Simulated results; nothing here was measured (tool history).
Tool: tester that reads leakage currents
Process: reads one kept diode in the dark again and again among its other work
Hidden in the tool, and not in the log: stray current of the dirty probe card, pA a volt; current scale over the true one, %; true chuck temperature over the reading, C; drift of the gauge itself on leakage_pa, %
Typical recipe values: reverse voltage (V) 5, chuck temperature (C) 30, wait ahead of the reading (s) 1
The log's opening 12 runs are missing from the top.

| run | day | reverse voltage (V) | chuck temperature (C) | wait ahead of the reading (s) | hours of work since the probe card was cleaned | hours of work since the tester was calibrated | hours of work since the chuck was calibrated | current that the tester gives (pA) |
|---|---|---|---|---|---|---|---|---|
|  | 87.717 | tester calibrated |
| 13 | 89.933 | 5 | 40 | 1 | 1074 | 26 | 340 | 583.27 |
| 14 | 100.546 | 5 | 40 | 1 | 1201 | 152 | 466 | 587.41 |
|  | 109.704 | chuck's temperature calibrated |
| 15 | 109.908 | 5 | 40 | 1 | 1311 | 263 | 2 | 588.18 |
| 16 | 116.825 | 5 | 30 | 1 | 1393 | 345 | 85 | 242.7 |
| 17 | 125.1 | 5 | 30 | 1 | 1492 | 443 | 183 | 242.94 |
| 18 | 134.975 | 5 | 30 | 1 | 1609 | 561 | 300 | 242.61 |
| 19 | 140.333 | 2.52 | 30 | 1 | 1673 | 625 | 364 | 167.23 |
| 20 | 148.088 | 2.52 | 30 | 1 | 1765 | 717 | 456 | 168.09 |
| 21 | 154.029 | 17.89 | 39 | 1.02 | 1836 | 787 | 527 | 1072.57 |
|  | 158.292 | chuck's temperature calibrated |
| 22 | 162.283 | 1.68 | 40 | 1.02 | 1933 | 885 | 47 | 325.63 |
| 23 | 168.192 | 7.71 | 26 | 1.19 | 2003 | 955 | 118 | 211.87 |
| 24 | 173.362 | 7.71 | 26 | 0.48 | 2064 | 1016 | 179 | 214.23 |

Predict the results of run 25:
| 25 | 179.879 | 7.71 | 26 | 0.48 | 2142 | 1094 | 257 | ? |

current that the tester gives (pA): 214.27
The same run, on a tool lacking any hidden state, would have yielded current that the tester gives (pA) 214.13.
